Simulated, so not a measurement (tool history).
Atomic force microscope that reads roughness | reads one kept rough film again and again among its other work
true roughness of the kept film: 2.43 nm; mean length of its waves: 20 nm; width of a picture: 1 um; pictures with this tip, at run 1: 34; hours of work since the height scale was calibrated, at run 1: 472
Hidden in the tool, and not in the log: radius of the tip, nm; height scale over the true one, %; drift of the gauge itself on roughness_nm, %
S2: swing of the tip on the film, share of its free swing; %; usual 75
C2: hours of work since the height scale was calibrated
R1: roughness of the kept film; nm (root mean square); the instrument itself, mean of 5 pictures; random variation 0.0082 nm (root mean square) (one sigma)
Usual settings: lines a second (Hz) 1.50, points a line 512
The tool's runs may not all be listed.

Run 1, hour 0.0: usual settings; pictures with this tip 34; C2 472. Result: R1 1.800 nm (root mean square).
Run 2, hour 16.1: usual settings; pictures with this tip 58; C2 481. Result: R1 1.776 nm (root mean square).
At hour 18.4: new tip fitted.
Run 3, hour 39.2: usual settings; pictures with this tip 31; C2 495. Result: R1 1.795 nm (root mean square).
At hour 61.7: new tip fitted.
Run 4, hour 65.1: usual settings; pictures with this tip 5; C2 511. Result: R1 1.796 nm (root mean square).
Run 5, hour 90.6: usual settings; pictures with this tip 43; C2 526. Result: R1 1.801 nm (root mean square).
At hour 103.8: new tip fitted.
Run 6, hour 113.9: usual settings; pictures with this tip 15; C2 540. Result: R1 1.792 nm (root mean square).
Run 7, hour 141.4: usual settings but S2 56 %; pictures with this tip 56; C2 557. Result: R1 1.891 nm (root mean square).
At hour 146.7: new tip fitted.
Run 8, hour 158.3: usual settings but S2 56 %; pictures with this tip 17; C2 567. Result: R1 1.910 nm (root mean square).
At hour 189.4: new tip fitted.
Run 9, hour 190.1: usual settings; pictures with this tip 1; C2 586. Result: R1 1.798 nm (root mean square).
Run 10, hour 223.4: usual settings but points a line 938; pictures with this tip 51; C2 607. Result: R1 1.803 nm (root mean square).
At hour 232.9: new tip fitted.
Run 11, hour 242.4: usual settings but points a line 305; pictures with this tip 15; C2 618. Result: R1 1.779 nm (root mean square).
Run 12, hour 264.5: usual settings but points a line 305; pictures with this tip 48; C2 631. Result: R1 1.764 nm (root mean square).
At hour 275.3: new tip fitted.
Run 13, hour 285.2: usual settings but S2 78 %, points a line 341; pictures with this tip 15; C2 644. Result: R1 1.759 nm (root mean square).
At hour 317.2: new tip fitted.
Run 14, hour 321.2: usual settings but S2 78 %, points a line 341; pictures with this tip 6; C2 665. Result: R1 1.766 nm (root mean square).

Forecast run 15:
Run 15, hour 342.1: usual settings but lines a second (Hz) 0.86, S2 78 %, points a line 666; pictures with this tip 37; C2 678. Result: R1 ?.

R1: 1.844 nm (root mean square)
Without the tool's hidden state the same run would have given R1 1.850 nm (root mean square).
